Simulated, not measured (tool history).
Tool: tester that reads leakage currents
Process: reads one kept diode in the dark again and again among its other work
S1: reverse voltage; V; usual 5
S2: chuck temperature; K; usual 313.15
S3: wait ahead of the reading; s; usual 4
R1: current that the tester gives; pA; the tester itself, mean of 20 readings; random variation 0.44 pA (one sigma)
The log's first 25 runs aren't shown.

run	hour	S1	S2	S3	R1
26	2631.8	5	313.15	1.22	153.95
27	2754.3	14.22	297.15	6.14	89.17
28	2822.1	1.82	297.15	1.18	28.59
29	2911.6	2.97	297.15	1.18	37.75
30	3040.8	2.97	316.15	1.18	141.79
31	3136.5	2.97	316.15	1.18	142.12
32	3209.9	2.97	294.15	1.18	30.76
33	3283.2	2.97	294.15	1.18	30.96
34	3393.1	1.22	318.15	1.83	99.71
35	3484.1	9.89	300.15	4	93.88
36	3586.6	1.57	300.15	2.25	33.58
37	3729.9	1.57	300.15	2.25	33.99
38	3878.1	3.97	322.15	2.25	250.33
39	4007.6	11.13	303.15	1.31	126.96

4 ways to go on from here, each from the tool as it stands after run 39. What would each give?
A	4126.7	1.11	333.15	0.8	?
B	4126.7	2.25	306.15	1.31	?
C	4126.7	6.92	312.15	1.31	?
D	4126.7	5.04	296.15	1.31	?

run	R1
A	245.01
B	63.99
C	179.97
D	49.59
Without the tool's hidden state the same runs would have given:
run	R1
A	228.96
B	58.69
C	165.37
D	44.53
